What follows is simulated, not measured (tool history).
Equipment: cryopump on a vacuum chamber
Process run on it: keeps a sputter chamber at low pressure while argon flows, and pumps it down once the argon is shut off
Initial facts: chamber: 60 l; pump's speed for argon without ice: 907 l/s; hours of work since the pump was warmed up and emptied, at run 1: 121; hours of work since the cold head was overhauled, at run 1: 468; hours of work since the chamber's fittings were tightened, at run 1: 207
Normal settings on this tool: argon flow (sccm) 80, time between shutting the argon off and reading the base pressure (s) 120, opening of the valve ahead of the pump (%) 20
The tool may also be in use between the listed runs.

run   hour  argon flow (sccm)  time between shutting the argon off and reading the base pressure (s)  opening of the valve ahead of the pump (%)  hours of work since the pump was warmed up and emptied  hours of work since the cold head was overhauled  hours of work since the chamber's fittings were tightened  pressure while argon flows (Pa)  pressure after the wait (uPa)
  1    0.0                 80                                                                    120                                          20                                                     121                                               468                                                        207                           0.7658                           1.36
  2   19.3                 80                                                                    120                                          20                                                     129                                               476                                                        215                           0.7649                           1.38
  3   42.6                 80                                                                    120                                          20                                                     140                                               487                                                        226                           0.7659                           1.37
  4   57.4                 80                                                                    120                                          20                                                     146                                               493                                                        232                           0.7664                           1.39
  5   76.2                 80                                                                    120                                          20                                                     154                                               501                                                        241                           0.7678                           1.40
  6  101.9                 80                                                                    120                                          20                                                     166                                               513                                                        252                           0.7769                           1.41
  7  119.0                 80                                                                     21                                          20                                                     173                                               520                                                        259                           0.7704                           5.51
  8  138.0                 80                                                                     21                                          20                                                     182                                               529                                                        268                           0.7731                           5.46
  9  161.0                 80                                                                     21                                          20                                                     192                                               539                                                        278                           0.7742                           5.49
 10  176.3                 80                                                                     21                                          20                                                     198                                               546                                                        285                           0.7756                           5.57
 11  203.5                 80                                                                    120                                          23                                                     210                                               558                                                        297                           0.6827                           1.40
 12  227.5                 80                                                                    120                                          23                                                     221                                               568                                                        307                           0.6835                           1.49
 13  246.3                 80                                                                    120                                          23                                                     229                                               576                                                        316                           0.6856                           1.45
 14  266.8                 80                                                                    120                                          23                                                     238                                               585                                                        325                           0.6877                           1.41
 15  283.8                 80                                                                    250                                          20                                                     246                                               593                                                        332                           0.7802                           1.03
 16  298.8                125                                                                    100                                          19                                                     252                                               600                                                        339                           1.2885                           1.65
 17  320.5                138                                                                     21                                          41                                                     262                                               609                                                        348                           0.7038                           5.56
 18  346.0                138                                                                     21                                          40                                                     273                                               620                                                        360                           0.7262                           5.71
 19  368.2                 97                                                                     20                                          20                                                     283                                               630                                                        369                           0.9628                           6.09
 20  396.2                 53                                                                     35                                          32                                                     295                                               642                                                        382                           0.3419                           3.65
 21  417.6                 53                                                                     35                                          32                                                     305                                               652                                                        391                           0.3464                           3.75
 22  446.2                100                                                                    120                                          19                                                     317                                               665                                                        404                           1.0493                           1.61
 23  465.9                100                                                                     34                                          53                                                     326                                               673                                                        412                           0.4252                           3.73
 24  491.1                 41                                                                    120                                          16                                                     337                                               684                                                        424                           0.5099                           1.66
     497.5  -- pump warmed up, emptied and cooled again
 25  520.7                 41                                                                    120                                          16                                                      10                                               695                                                        434                           0.4774                           1.43

Alternative continuations, all from the tool just after run 25; predict every row:
  A  549.2                 80                                                                    120                                          26                                                      23                                               708                                                        447                                ?                              ?
  B  549.2                 41                                                                    146                                          16                                                      23                                               708                                                        447                                ?                              ?
  C  549.2                 72                                                                     60                                          20                                                      23                                               708                                                        447                                ?                              ?

run  pressure while argon flows (Pa)  pressure after the wait (uPa)
  A                           0.5771                           1.43
  B                           0.4799                           1.24
  C                           0.6727                           2.34
Take away the tool's hidden state, keep each run's random variation, and the runs would have read:
run  pressure while argon flows (Pa)  pressure after the wait (uPa)
  A                           0.5729                           1.20
  B                           0.4777                           1.01
  C                           0.6689                           2.10
